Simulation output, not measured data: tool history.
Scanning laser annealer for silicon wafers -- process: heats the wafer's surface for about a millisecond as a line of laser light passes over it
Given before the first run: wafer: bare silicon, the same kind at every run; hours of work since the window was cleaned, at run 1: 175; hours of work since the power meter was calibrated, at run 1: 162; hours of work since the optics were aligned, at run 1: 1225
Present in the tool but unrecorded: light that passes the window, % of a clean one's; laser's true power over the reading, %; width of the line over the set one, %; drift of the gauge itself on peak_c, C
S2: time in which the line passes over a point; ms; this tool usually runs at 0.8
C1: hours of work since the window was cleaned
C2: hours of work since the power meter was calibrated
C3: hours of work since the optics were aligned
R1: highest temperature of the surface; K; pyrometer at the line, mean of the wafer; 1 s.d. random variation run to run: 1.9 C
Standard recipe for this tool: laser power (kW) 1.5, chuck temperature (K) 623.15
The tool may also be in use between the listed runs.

run 1 hour=0 | laser_power_(kW)=1.5 S2=0.8 chuck_temperature_(K)=623.15 | C1=175 C2=162 C3=1225 | R1=1446.15
run 2 hour=36.6 | laser_power_(kW)=1.5 S2=0.8 chuck_temperature_(K)=623.15 | C1=194 C2=181 C3=1244 | R1=1438.15
run 3 hour=80 | laser_power_(kW)=1.5 S2=0.661 chuck_temperature_(K)=623.15 | C1=216 C2=203 C3=1266 | R1=1359.15
run 4 hour=122.7 | laser_power_(kW)=1.5 S2=0.8 chuck_temperature_(K)=617.15 | C1=238 C2=225 C3=1288 | R1=1437.15
run 5 hour=166.8 | laser_power_(kW)=1.5 S2=0.8 chuck_temperature_(K)=627.15 | C1=261 C2=248 C3=1311 | R1=1448.15
run 6 hour=195.5 | laser_power_(kW)=1.645 S2=0.631 chuck_temperature_(K)=598.15 | C1=276 C2=262 C3=1326 | R1=1379.15
run 7 hour=251.1 | laser_power_(kW)=1.645 S2=0.631 chuck_temperature_(K)=598.15 | C1=304 C2=291 C3=1354 | R1=1377.15
run 8 hour=283.8 | laser_power_(kW)=1.5 S2=0.8 chuck_temperature_(K)=643.15 | C1=321 C2=308 C3=1371 | R1=1460.15
run 9 hour=341.1 | laser_power_(kW)=1.5 S2=0.8 chuck_temperature_(K)=643.15 | C1=350 C2=337 C3=1400 | R1=1456.15
run 10 hour=372.7 | laser_power_(kW)=1.379 S2=0.811 chuck_temperature_(K)=659.15 | C1=366 C2=353 C3=1417 | R1=1420.15

Each row is a separate what-if for the run after 10, all from the same tool condition, not one after another. Results?
run A hour=400.6 | laser_power_(kW)=1.315 S2=0.916 chuck_temperature_(K)=656.15 | C1=381 C2=368 C3=1431 | R1=?
run B hour=400.6 | laser_power_(kW)=1.5 S2=0.817 chuck_temperature_(K)=632.15 | C1=381 C2=368 C3=1431 | R1=?
run C hour=400.6 | laser_power_(kW)=1.428 S2=0.894 chuck_temperature_(K)=611.15 | C1=381 C2=368 C3=1431 | R1=?
run D hour=400.6 | laser_power_(kW)=1.51 S2=0.811 chuck_temperature_(K)=593.15 | C1=381 C2=368 C3=1431 | R1=?
run E hour=400.6 | laser_power_(kW)=1.65 S2=0.801 chuck_temperature_(K)=619.15 | C1=381 C2=368 C3=1431 | R1=?

run=A R1=1432.15
run=B R1=1456.15
run=C R1=1438.15
run=D R1=1415.15
run=E R1=1504.15
Stripped of hidden state, with their random variation kept, the same runs would have yielded:
run=A R1=1450.15
run=B R1=1474.15
run=C R1=1457.15
run=D R1=1434.15
run=E R1=1524.15

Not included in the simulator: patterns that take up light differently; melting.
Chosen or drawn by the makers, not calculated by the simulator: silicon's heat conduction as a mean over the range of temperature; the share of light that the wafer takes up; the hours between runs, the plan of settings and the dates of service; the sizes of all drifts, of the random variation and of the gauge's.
